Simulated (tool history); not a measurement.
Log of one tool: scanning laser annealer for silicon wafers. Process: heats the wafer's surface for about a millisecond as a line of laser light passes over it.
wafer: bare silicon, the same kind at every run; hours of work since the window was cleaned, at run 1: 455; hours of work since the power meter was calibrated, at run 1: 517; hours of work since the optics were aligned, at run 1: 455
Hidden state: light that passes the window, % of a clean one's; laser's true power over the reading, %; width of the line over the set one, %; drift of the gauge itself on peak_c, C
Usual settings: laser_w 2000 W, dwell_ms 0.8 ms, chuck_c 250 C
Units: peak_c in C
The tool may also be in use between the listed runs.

| run | hour | laser_w | dwell_ms | chuck_c | hours of work since the window was cleaned | hours of work since the power meter was calibrated | hours of work since the optics were aligned | peak_c |
|---|---|---|---|---|---|---|---|---|
| 1 | 0 | 2000 | 0.8 | 250 | 455 | 517 | 455 | 975 |
| 2 | 52.1 | 2000 | 0.8 | 221 | 482 | 544 | 482 | 945 |
| 3 | 116.1 | 2000 | 0.8 | 221 | 516 | 577 | 516 | 945 |
| 4 | 153.1 | 2000 | 0.722 | 221 | 535 | 597 | 535 | 904 |
| 5 | 210.9 | 2000 | 0.722 | 221 | 565 | 627 | 565 | 899 |
| 6 | 270.3 | 2000 | 0.722 | 221 | 597 | 658 | 597 | 903 |
| 7 | 314.5 | 1809 | 0.8 | 250 | 620 | 681 | 620 | 887 |
| 8 | 364.2 | 1809 | 0.8 | 250 | 646 | 707 | 646 | 885 |
| 9 | 438.1 | 2000 | 0.8 | 250 | 684 | 746 | 684 | 963 |
| 10 | 500.7 | 1922 | 0.8 | 250 | 717 | 779 | 717 | 928 |
| 11 | 554.4 | 2000 | 0.8 | 250 | 745 | 807 | 745 | 960 |
| 12 | 607.8 | 2000 | 0.878 | 250 | 773 | 835 | 773 | 995 |
|  | 645.2 | optics aligned, line set to its width |
|  | 669.7 | window over the wafer cleaned |
| 13 | 672.9 | 2000 | 0.878 | 250 | 2 | 865 | 13 | 1044 |
| 14 | 745 | 2000 | 0.878 | 250 | 39 | 903 | 51 | 1037 |
| 15 | 777.4 | 2000 | 0.878 | 250 | 56 | 920 | 68 | 1037 |
| 16 | 833.3 | 2000 | 0.8 | 250 | 86 | 949 | 97 | 1000 |
| 17 | 876.8 | 2000 | 0.8 | 250 | 108 | 972 | 120 | 997 |
| 18 | 941.4 | 1766 | 0.602 | 264 | 142 | 1006 | 154 | 811 |
| 19 | 1000.6 | 1931 | 0.682 | 267 | 173 | 1037 | 185 | 920 |
| 20 | 1057 | 1900 | 0.878 | 212 | 203 | 1066 | 215 | 948 |
| 21 | 1093.6 | 2000 | 0.591 | 265 | 222 | 1085 | 234 | 895 |
| 22 | 1150.7 | 2000 | 0.8 | 271 | 252 | 1115 | 264 | 1010 |
| 23 | 1189.1 | 2003 | 0.6 | 230 | 272 | 1135 | 284 | 865 |
| 24 | 1233.4 | 2003 | 0.6 | 230 | 295 | 1159 | 307 | 861 |
| 25 | 1265.5 | 2003 | 0.6 | 230 | 312 | 1175 | 324 | 861 |
| 26 | 1305.6 | 2043 | 0.598 | 283 | 333 | 1196 | 345 | 928 |
| 27 | 1366.9 | 2043 | 0.598 | 283 | 365 | 1229 | 377 | 928 |
| 28 | 1402.6 | 2043 | 0.598 | 276 | 384 | 1247 | 395 | 919 |
| 29 | 1452.9 | 2004 | 0.723 | 276 | 410 | 1274 | 422 | 969 |
| 30 | 1490.7 | 2000 | 0.989 | 215 | 430 | 1293 | 442 | 1033 |
| 31 | 1545.4 | 2027 | 0.764 | 214 | 458 | 1322 | 470 | 934 |
| 32 | 1616.3 | 1860 | 0.8 | 250 | 496 | 1359 | 507 | 918 |
| 33 | 1659.9 | 2108 | 0.864 | 213 | 518 | 1382 | 530 | 1017 |

3 ways to go on from here, each from the tool as it stands after run 33. What would each give?
| A | 1731.4 | 1905 | 0.575 | 250 | 556 | 1419 | 568 | ? |
| B | 1731.4 | 1852 | 0.71 | 213 | 556 | 1419 | 568 | ? |
| C | 1731.4 | 1734 | 0.767 | 213 | 556 | 1419 | 568 | ? |

| run | peak_c |
|---|---|
| A | 821 |
| B | 827 |
| C | 807 |
Without the tool's hidden state the same runs would have given:
| run | peak_c |
|---|---|
| A | 844 |
| B | 852 |
| C | 831 |
